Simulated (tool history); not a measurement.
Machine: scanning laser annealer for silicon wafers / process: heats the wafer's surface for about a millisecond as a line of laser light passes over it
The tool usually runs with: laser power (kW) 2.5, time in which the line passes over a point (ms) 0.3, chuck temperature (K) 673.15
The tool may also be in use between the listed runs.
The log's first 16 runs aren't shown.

| run | hour | laser power (kW) | time in which the line passes over a point (ms) | chuck temperature (K) | highest temperature of the surface (K) |
|---|---|---|---|---|---|
| 17 | 512 | 2.5 | 0.3 | 637.15 | 1363.15 |
| 18 | 550.2 | 2.5 | 0.3 | 637.15 | 1362.15 |
| 19 | 592.1 | 2.5 | 0.3 | 637.15 | 1360.15 |
| 20 | 617.1 | 2.5 | 0.3 | 637.15 | 1362.15 |
| 21 | 658.8 | 2.5 | 0.3 | 637.15 | 1362.15 |
| 22 | 682.4 | 2.523 | 0.265 | 673.15 | 1360.15 |
| 23 | 718 | 2.523 | 0.265 | 673.15 | 1360.15 |
| 24 | 754.3 | 2.5 | 0.3 | 653.15 | 1372.15 |
| 25 | 796.5 | 2.42 | 0.236 | 710.15 | 1332.15 |
| 26 | 835.7 | 2.74 | 0.291 | 667.15 | 1452.15 |
|  | 849.8 | window over the wafer cleaned |
| 27 | 876.9 | 2.649 | 0.227 | 654.15 | 1347.15 |
| 28 | 915.9 | 2.5 | 0.3 | 694.15 | 1431.15 |
| 29 | 947.8 | 2.566 | 0.271 | 672.15 | 1395.15 |
| 30 | 968.7 | 2.161 | 0.3 | 679.15 | 1299.15 |
|  | 997.1 | optics aligned, line set to its width |
| 31 | 1017.2 | 2.161 | 0.3 | 679.15 | 1316.15 |
| 32 | 1056.3 | 2.5 | 0.245 | 695.15 | 1382.15 |
| 33 | 1087.4 | 2.394 | 0.229 | 674.15 | 1306.15 |
| 34 | 1130 | 2.218 | 0.219 | 708.15 | 1272.15 |
| 35 | 1152.1 | 2.424 | 0.364 | 708.15 | 1498.15 |
| 36 | 1193.6 | 2.424 | 0.364 | 708.15 | 1493.15 |
| 37 | 1225.9 | 2.424 | 0.364 | 708.15 | 1495.15 |
| 38 | 1265.9 | 2.723 | 0.253 | 697.15 | 1455.15 |
| 39 | 1294.2 | 2.632 | 0.217 | 706.15 | 1387.15 |
| 40 | 1334.2 | 2.36 | 0.298 | 645.15 | 1336.15 |
| 41 | 1369 | 2.42 | 0.354 | 712.15 | 1482.15 |

Consider 3 possible next runs. They are alternatives, not a sequence: every one starts from the tool as it was left by run 41. What does each give?
| A | 1405.1 | 2.699 | 0.296 | 692.15 | ? |
| B | 1405.1 | 2.42 | 0.238 | 712.15 | ? |
| C | 1405.1 | 2.402 | 0.346 | 668.15 | ? |

| run | highest temperature of the surface (K) |
|---|---|
| A | 1492.15 |
| B | 1352.15 |
| C | 1420.15 |
Stripped of hidden state, with their random variation kept, the same runs would have yielded:
| run | highest temperature of the surface (K) |
|---|---|
| A | 1517.15 |
| B | 1372.15 |
| C | 1443.15 |

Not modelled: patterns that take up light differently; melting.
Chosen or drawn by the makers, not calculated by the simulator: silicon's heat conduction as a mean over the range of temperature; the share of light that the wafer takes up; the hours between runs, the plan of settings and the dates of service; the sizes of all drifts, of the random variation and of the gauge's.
